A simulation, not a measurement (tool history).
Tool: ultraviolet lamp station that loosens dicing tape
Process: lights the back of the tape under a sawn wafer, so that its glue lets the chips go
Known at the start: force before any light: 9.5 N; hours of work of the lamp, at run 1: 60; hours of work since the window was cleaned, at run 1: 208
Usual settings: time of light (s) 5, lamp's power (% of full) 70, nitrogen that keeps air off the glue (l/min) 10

run   hour  time of light (s)  lamp's power (% of full)  nitrogen that keeps air off the glue (l/min)  hours of work of the lamp  hours of work since the window was cleaned  force that peels the tape off (N)  light that reached the tape (J/m2)
  1    0.0                  5                        70                                            10                         60                                         208                              1.457                                4340
  2   47.0                  5                        70                                            10                         82                                         229                              1.499                                4240
  3   75.8                  5                        70                                            10                         95                                         242                              1.540                                4220
  4  114.3                  6                        70                                            10                        112                                         260                              1.053                                5040
  5  141.7                  6                        70                                            10                        124                                         272                              1.118                                5010
  6  193.6                  6                        70                                            10                        148                                         296                              1.167                                4870
  7  217.8                  6                        70                                            10                        159                                         307                              1.157                                4810
  8  270.3                  5                        70                                            14                        182                                         330                              1.358                                3970
  9  308.9                  6                        64                                             7                        200                                         348                              1.831                                4260
 10  365.8                  2                        70                                             5                        226                                         373                              5.494                                1560
 11  407.8                 10                        97                                            12                        245                                         392                              0.195                               10520

3 ways to go on from here, each from the tool as it stands after run 11. What would each give?
  A  435.9                  6                        70                                            10                        257                                         405                                  ?                                   ?
  B  435.9                  2                        67                                            10                        257                                         405                                  ?                                   ?
  C  435.9                 10                        92                                             4                        257                                         405                                  ?                                   ?

run  force that peels the tape off (N)  light that reached the tape (J/m2)
  A                              1.395                                4480
  B                              5.081                                1450
  C                              0.555                                9860
Without the tool's hidden state the same runs would have given:
run  force that peels the tape off (N)  light that reached the tape (J/m2)
  A                              0.881                                5630
  B                              4.313                                1820
  C                              0.329                               12390

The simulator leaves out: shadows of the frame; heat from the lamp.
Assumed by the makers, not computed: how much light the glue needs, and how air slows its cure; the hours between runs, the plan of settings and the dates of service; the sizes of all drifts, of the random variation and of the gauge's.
